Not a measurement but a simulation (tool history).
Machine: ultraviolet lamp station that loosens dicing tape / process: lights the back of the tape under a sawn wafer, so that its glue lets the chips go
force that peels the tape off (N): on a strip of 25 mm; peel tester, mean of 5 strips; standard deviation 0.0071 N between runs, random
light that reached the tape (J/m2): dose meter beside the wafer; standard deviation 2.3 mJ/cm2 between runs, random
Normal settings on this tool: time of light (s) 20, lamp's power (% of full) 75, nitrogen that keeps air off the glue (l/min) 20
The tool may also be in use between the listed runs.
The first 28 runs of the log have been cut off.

run,hour,time of light (s),lamp's power (% of full),nitrogen that keeps air off the glue (l/min),force that peels the tape off (N),light that reached the tape (J/m2)
29,334,33,92,6,0.186,4230
30,350.5,13,88,25,0.644,1600
31,364.9,24,75,20,0.249,2460
32,378.6,28,75,16,0.19,2890
33,392.1,13,66,10,1.67,1190
34,403.6,17,63,10,1.246,1470
35,412.3,17,82,36,0.323,1930
36,424,38,73,27,0.074,3780
37,435.6,10,90,20,1.184,1240
38,451.8,10,90,20,1.173,1230

Consider 4 possible next runs. They are alternatives, not a sequence: every one starts from the tool as it was left by run 38. What does each give?
A,467.6,12,90,20,?,?
B,467.6,11,67,9,?,?
C,467.6,19,89,22,?,?
D,467.6,37,83,22,?,?

run,force that peels the tape off (N),light that reached the tape (J/m2)
A,0.821,1450
B,2.203,1030
C,0.286,2290
D,0.081,4190
What these runs would have given with no unlogged condition in the tool:
run,force that peels the tape off (N),light that reached the tape (J/m2)
A,0.552,1760
B,1.775,1240
C,0.169,2770
D,0.069,5080
